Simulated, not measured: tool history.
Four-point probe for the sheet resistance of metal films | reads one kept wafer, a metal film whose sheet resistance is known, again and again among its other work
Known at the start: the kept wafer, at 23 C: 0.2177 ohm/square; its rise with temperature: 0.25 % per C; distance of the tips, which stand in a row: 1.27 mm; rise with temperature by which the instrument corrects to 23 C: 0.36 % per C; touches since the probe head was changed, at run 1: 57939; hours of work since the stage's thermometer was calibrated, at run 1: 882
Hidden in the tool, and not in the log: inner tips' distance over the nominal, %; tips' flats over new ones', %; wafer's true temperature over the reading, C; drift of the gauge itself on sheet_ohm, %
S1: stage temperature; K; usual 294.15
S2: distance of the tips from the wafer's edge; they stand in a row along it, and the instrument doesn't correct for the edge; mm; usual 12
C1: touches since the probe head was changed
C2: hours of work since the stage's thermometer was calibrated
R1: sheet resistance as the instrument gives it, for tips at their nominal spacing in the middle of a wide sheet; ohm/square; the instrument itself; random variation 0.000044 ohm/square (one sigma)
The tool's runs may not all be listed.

run   hour      S1  S2     C1    C2        R1
  1      0  294.15  12  57939   882  0.219629
  2   16.4  294.15  12  58898   893  0.219731
  3   28.1  294.15  12  59576   901  0.219732
  4   56.3  294.15  12  61224   921   0.21976
  5   79.2  294.15  12  62560   936  0.219867
  6   91.9  294.15  12  63302   945  0.219772
  7  118.3  294.15  12  64842   963  0.219743
  8  138.6  298.15  48  66025   977  0.217608
  9  153.9  292.15  13  66919   988  0.220241
 10  165.6  292.15  13  67600   996  0.220182
 11  178.2  297.15  17  68338  1004  0.218441
 12    193  294.15   5  69202  1014  0.225857
 13  214.2  294.15   5  70434  1029  0.225838

Hidden state or all else? Some run-to-run changes of R1, split into what the settings, what came in and random variation would give without the hidden state, and what is left for the hidden state (with any gauge scatter that isn't in both results):
Run 11 -> 12: S1 297.15 -> 294.15, S2 17 -> 5. R1 +0.007416 ohm/square: hidden state +0.000018, all else +0.007398.
